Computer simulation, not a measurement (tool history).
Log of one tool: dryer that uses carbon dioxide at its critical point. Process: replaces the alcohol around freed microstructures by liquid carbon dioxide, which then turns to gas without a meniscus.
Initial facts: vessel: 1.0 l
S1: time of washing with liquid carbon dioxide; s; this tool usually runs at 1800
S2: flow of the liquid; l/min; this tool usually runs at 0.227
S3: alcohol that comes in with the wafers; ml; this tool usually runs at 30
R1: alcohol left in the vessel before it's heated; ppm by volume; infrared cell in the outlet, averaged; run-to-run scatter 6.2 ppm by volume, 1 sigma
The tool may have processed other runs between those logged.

run     day    S1     S2  S3    R1
  1   0.000  1800  0.227  30   445
  2   0.612  1800  0.227  30   422
  3   0.992  1800  0.227  30   449
  4   1.754  1800  0.227  30   459
  5   2.400  1800  0.227  30   467
  6   2.958  1800  0.227  30   488
  7   3.754  1800  0.227  30   484
      4.662  -- inlet filter changed
  8   4.704  1800  0.227  42   367
  9   5.321  1800  0.178  42   929
 10   6.062  1800  0.178  42   959
 11   6.804  1800  0.178  42   975
 12   7.242  1800  0.227  90   808
 13   7.892  1800  0.227  90   822
 14   8.583  1800  0.172  64  1698
 15   8.996  1140  0.159  70  8298
 16   9.621  1800  0.159  30  1056
 17  10.125  2520  0.159  23   232
 18  10.512  2520  0.159  23   238
 19  10.904  2520  0.159  23   236
 20  11.400  1920  0.176  78  1614
 21  11.921  1920  0.176  78  1613
 22  12.346  2340  0.227  30    97
 23  12.833  1800  0.305  30    95

Below are 3 alternative next runs, each starting from the tool's condition after run 23. Predict each:
  A  13.742  1800  0.227  26   ?
  B  13.742  1800  0.171  32   ?
  C  13.742  1800  0.189  30   ?

run   R1
  A  276
  B  971
  C  647
With the hidden condition removed and each run's random variation left untouched, the same runs would have given:
run   R1
  A  202
  B  794
  C  514

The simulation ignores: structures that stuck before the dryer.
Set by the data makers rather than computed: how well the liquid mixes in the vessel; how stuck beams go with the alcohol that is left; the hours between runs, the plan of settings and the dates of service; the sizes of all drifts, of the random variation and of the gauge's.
